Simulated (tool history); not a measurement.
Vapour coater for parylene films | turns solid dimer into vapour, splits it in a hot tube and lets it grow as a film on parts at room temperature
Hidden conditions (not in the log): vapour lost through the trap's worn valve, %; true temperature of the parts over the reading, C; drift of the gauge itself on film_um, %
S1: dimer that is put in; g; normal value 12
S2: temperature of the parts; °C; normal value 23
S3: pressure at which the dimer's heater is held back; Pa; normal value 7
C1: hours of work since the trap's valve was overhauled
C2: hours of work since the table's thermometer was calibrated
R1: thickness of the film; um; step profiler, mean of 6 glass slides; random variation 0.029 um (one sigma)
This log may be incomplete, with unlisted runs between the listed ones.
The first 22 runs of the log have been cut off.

run	hour	S1	S2	S3	C1	C2	R1
23	591.8	12	16	6.62	86	466	3.43
24	629.2	12	16	6.62	109	490	3.36
25	652.7	6	21	9.63	124	504	1.37
26	689.2	6	21	9.63	148	528	1.35
27	706	11	22	2.39	158	538	2.7
28	730.5	11	22	2.39	174	554	2.66
29	747.3	11	22	2.39	185	565	2.63
30	782.8	19	29	4.38	207	587	3.33
31	813.5	6	16	7.4	227	607	1.54
32	850.1	12	23	3.64	250	630	2.56
# hour 867.1: trap's valve overhauled
33	890.5	7	23	4.16	15	653	1.67
34	906.9	7	16	10.13	25	664	1.98
35	931.9	16	23	3.06	41	679	3.93
36	970.2	6	23	3.31	66	704	1.46
37	1002.6	6	23	3.31	86	724	1.42
38	1018.8	7	20	10.85	96	735	1.65
39	1042.9	6	18	7	112	750	1.58

Branching from run 39: 3 alternative next runs. What would each branch give?
A	1066.7	6	18	3.73	127	765	?
B	1066.7	6	18	11.37	127	765	?
C	1066.7	15	16	3.12	127	765	?

run	R1
A	1.67
B	1.47
C	4.16
Take away the tool's hidden state, keep each run's random variation, and the runs would have read:
run	R1
A	1.78
B	1.57
C	4.43

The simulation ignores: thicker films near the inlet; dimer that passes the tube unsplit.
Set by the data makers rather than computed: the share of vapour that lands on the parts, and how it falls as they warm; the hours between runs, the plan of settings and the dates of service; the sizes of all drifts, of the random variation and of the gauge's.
